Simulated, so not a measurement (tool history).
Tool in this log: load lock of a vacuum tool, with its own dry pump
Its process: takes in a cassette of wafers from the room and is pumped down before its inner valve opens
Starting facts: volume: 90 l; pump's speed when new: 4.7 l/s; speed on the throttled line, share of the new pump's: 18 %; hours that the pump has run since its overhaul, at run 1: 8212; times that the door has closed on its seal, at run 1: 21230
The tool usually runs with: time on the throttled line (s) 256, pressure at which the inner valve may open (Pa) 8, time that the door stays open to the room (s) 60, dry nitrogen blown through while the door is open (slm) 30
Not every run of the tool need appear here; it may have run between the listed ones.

run      day  time on the throttled line (s)  pressure at which the inner valve may open (Pa)  time that the door stays open to the room (s)  dry nitrogen blown through while the door is open (slm)  hours that the pump has run since its overhaul  times that the door has closed on its seal  incoming humidity of the room's air, %  time from the closed door until the inner valve may open (s)  rise of the pressure with all valves shut (Pa/min)
  1        0                             256                                                8                                             60                                                       30                                            8212                                       21230                                    44.3                                                         427.3                                               0.172
  2   24.671                             256                                                8                                             60                                                       30                                            8804                                       22527                                    44.3                                                         426.5                                                0.19
      36.562  -- dry pump taken out, an overhauled one fitted
  3   48.825                             256                                                8                                             60                                                       30                                             294                                       23783                                    43.7                                                         395.9                                               0.193
  4   62.471                             256                                                8                                             60                                                       30                                             622                                       24500                                    47.9                                                         391.4                                               0.204
  5   77.438                             256                                                8                                             60                                                       30                                             981                                       25287                                    41.6                                                         394.2                                               0.213
  6  105.554                             256                                                8                                             60                                                       30                                            1656                                       26765                                      45                                                         395.6                                               0.235
  7  127.525                             256                                                8                                             60                                                       30                                            2183                                       27919                                    42.5                                                         399.8                                               0.253
  8  140.779                             256                                                8                                             60                                                       30                                            2501                                       28616                                    42.9                                                         399.3                                               0.259
  9  166.225                             256                                                8                                             60                                                       30                                            3112                                       29953                                    42.6                                                         405.2                                               0.275
 10  181.708                             256                                                8                                             60                                                       30                                            3483                                       30767                                    43.5                                                         404.3                                               0.282
 11  196.104                             256                                                8                                             60                                                       30                                            3829                                       31524                                    46.6                                                         407.8                                               0.299
 12  215.062                             131                                                8                                             60                                                       30                                            4284                                       32520                                    43.3                                                         305.1                                               0.315
 13  232.412                             131                                                8                                             60                                                       30                                            4700                                       33432                                    44.3                                                         307.7                                               0.328
 14  246.546                             256                                                8                                             60                                                        5                                            5040                                       34175                                    44.8                                                         409.1                                               0.362
 15  260.958                             256                                                8                                             60                                                        5                                            5385                                       34932                                    43.4                                                         410.3                                               0.364
 16  276.538                             256                                                8                                             60                                                        5                                            5759                                       35751                                    41.8                                                         415.6                                               0.376
 17  296.171                             256                                                8                                             60                                                        5                                            6231                                       36783                                    48.1                                                         412.5                                               0.394
 18  317.979                             256                                                8                                             60                                                        5                                            6754                                       37929                                    45.3                                                         419.2                                               0.417
 19      332                             256                                                8                                             60                                                        5                                            7090                                       38666                                    48.3                                                         421.9                                               0.436
 20    358.9                             256                                               13                                             60                                                        5                                            7736                                       40080                                    43.7                                                         409.9                                               0.465
 21  373.562                             431                                               13                                             60                                                        5                                            8088                                       40851                                    46.6                                                         546.8                                               0.476
 22  390.288                             256                                               10                                             47                                                        5                                            8489                                       41730                                    42.8                                                         415.9                                               0.483
 23  403.325                             288                                               13                                             60                                                       30                                            8802                                       42415                                    45.8                                                           442                                               0.488
     417.383  -- dry pump taken out, an overhauled one fitted
 24  419.146                             288                                               13                                             60                                                       30                                              42                                       43234                                    44.5                                                         417.2                                               0.513
     420.917  -- door's seal changed, seat wiped
 25  433.254                             288                                               13                                            208                                                       30                                             379                                         649                                    44.1                                                         412.8                                               0.043
 26  457.662                             288                                                7                                            208                                                       29                                             965                                        1932                                      46                                                         429.7                                               0.053
 27  484.029                             256                                                8                                            130                                                       40                                            1598                                        3317                                    44.3                                                         402.6                                               0.041
 28  510.712                             256                                                8                                            130                                                       40                                            2238                                        4720                                    45.2                                                         401.8                                               0.053
 29  538.425                             467                                                8                                             42                                                        9                                            2903                                        6176                                    44.9                                                         574.5                                               0.044

Expected results for the next run?
 30  557.875                             467                                                8                                             42                                                        9                                            3370                                        7198                                    42.2                                                             ?                                                   ?

time from the closed door until the inner valve may open (s): 572.9
rise of the pressure with all valves shut (Pa/min): 0.054
Minus the tool's unlogged condition, the same run would have read time from the closed door until the inner valve may open (s) 563.4, rise of the pressure with all valves shut (Pa/min) 0.021.
